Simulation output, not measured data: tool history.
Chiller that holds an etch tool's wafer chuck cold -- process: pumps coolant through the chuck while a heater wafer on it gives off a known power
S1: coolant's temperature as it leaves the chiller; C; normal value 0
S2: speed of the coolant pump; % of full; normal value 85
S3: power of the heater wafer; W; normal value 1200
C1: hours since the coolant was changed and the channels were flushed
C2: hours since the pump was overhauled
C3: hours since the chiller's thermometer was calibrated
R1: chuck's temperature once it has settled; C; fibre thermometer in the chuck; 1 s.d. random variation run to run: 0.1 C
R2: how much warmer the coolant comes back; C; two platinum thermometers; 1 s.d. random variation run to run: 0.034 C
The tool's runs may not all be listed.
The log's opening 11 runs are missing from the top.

run 12 hour=308.8 | S1=5 S2=85 S3=1200 | C1=1949 C2=346 C3=560 | R1=13.9 R2=5.12
run 13 hour=346.8 | S1=0 S2=69 S3=1200 | C1=1987 C2=384 C3=598 | R1=10.4 R2=6.27
run 14 hour=378.3 | S1=0 S2=69 S3=1200 | C1=2018 C2=416 C3=629 | R1=10.2 R2=6.33
run 15 hour=409.7 | S1=0 S2=91 S3=1200 | C1=2050 C2=447 C3=661 | R1=8.7 R2=4.81
run 16 hour=428.8 | S1=0 S2=85 S3=1200 | C1=2069 C2=466 C3=680 | R1=9.1 R2=5.18
run 17 hour=448.3 | S1=-9 S2=88 S3=1172 | C1=2088 C2=486 C3=699 | R1=-0.2 R2=4.93
run 18 hour=472.2 | S1=5 S2=82 S3=777 | C1=2112 C2=509 C3=723 | R1=10.9 R2=3.48
run 19 hour=506.3 | S1=0 S2=81 S3=1746 | C1=2146 C2=544 C3=757 | R1=13.7 R2=7.99
run 20 hour=536.5 | S1=0 S2=79 S3=1200 | C1=2176 C2=574 C3=787 | R1=9.4 R2=5.57
run 21 hour=570.4 | S1=7 S2=60 S3=1676 | C1=2210 C2=608 C3=821 | R1=23 R2=10.19
run 22 hour=607.2 | S1=7 S2=60 S3=1676 | C1=2247 C2=644 C3=858 | R1=23 R2=10.26
-- hour=615.4 coolant pump overhauled
run 23 hour=646.8 | S1=0 S2=85 S3=1743 | C1=2282 C2=31 C3=893 | R1=13.5 R2=7.6
run 24 hour=666.3 | S1=8 S2=84 S3=1200 | C1=2301 C2=51 C3=912 | R1=17.2 R2=5.37
run 25 hour=702.8 | S1=0 S2=69 S3=695 | C1=2338 C2=87 C3=949 | R1=5.9 R2=3.74
run 26 hour=741.5 | S1=2 S2=85 S3=1454 | C1=2376 C2=126 C3=987 | R1=13.2 R2=6.37
-- hour=783.5 coolant pump overhauled, once more
run 27 hour=785.9 | S1=0 S2=70 S3=719 | C1=2416 C2=2 C3=1027 | R1=5.9 R2=3.67
run 28 hour=813.3 | S1=0 S2=70 S3=719 | C1=2443 C2=30 C3=1054 | R1=6.1 R2=3.76
run 29 hour=841.1 | S1=0 S2=70 S3=651 | C1=2471 C2=58 C3=1082 | R1=5.4 R2=3.38
run 30 hour=877.4 | S1=0 S2=70 S3=846 | C1=2507 C2=94 C3=1118 | R1=7.1 R2=4.38
run 31 hour=911.8 | S1=-5 S2=63 S3=1122 | C1=2542 C2=128 C3=1153 | R1=5.2 R2=6.47

4 ways to go on from here, each from the tool as it stands after run 31. What would each give?
run A hour=945.8 | S1=9 S2=85 S3=1200 | C1=2576 C2=162 C3=1187 | R1=? R2=?
run B hour=945.8 | S1=0 S2=89 S3=1200 | C1=2576 C2=162 C3=1187 | R1=? R2=?
run C hour=945.8 | S1=-5 S2=83 S3=1122 | C1=2576 C2=162 C3=1187 | R1=? R2=?
run D hour=945.8 | S1=4 S2=83 S3=823 | C1=2576 C2=162 C3=1187 | R1=? R2=?

run=A R1=17.9 R2=5.12
run=B R1=8.8 R2=4.95
run=C R1=3.4 R2=4.86
run=D R1=10.3 R2=3.57
With the hidden condition removed and each run's random variation left untouched, the same runs would have given:
run=A R1=17.9 R2=5.14
run=B R1=8.9 R2=4.97
run=C R1=3.4 R2=4.89
run=D R1=10.4 R2=3.59
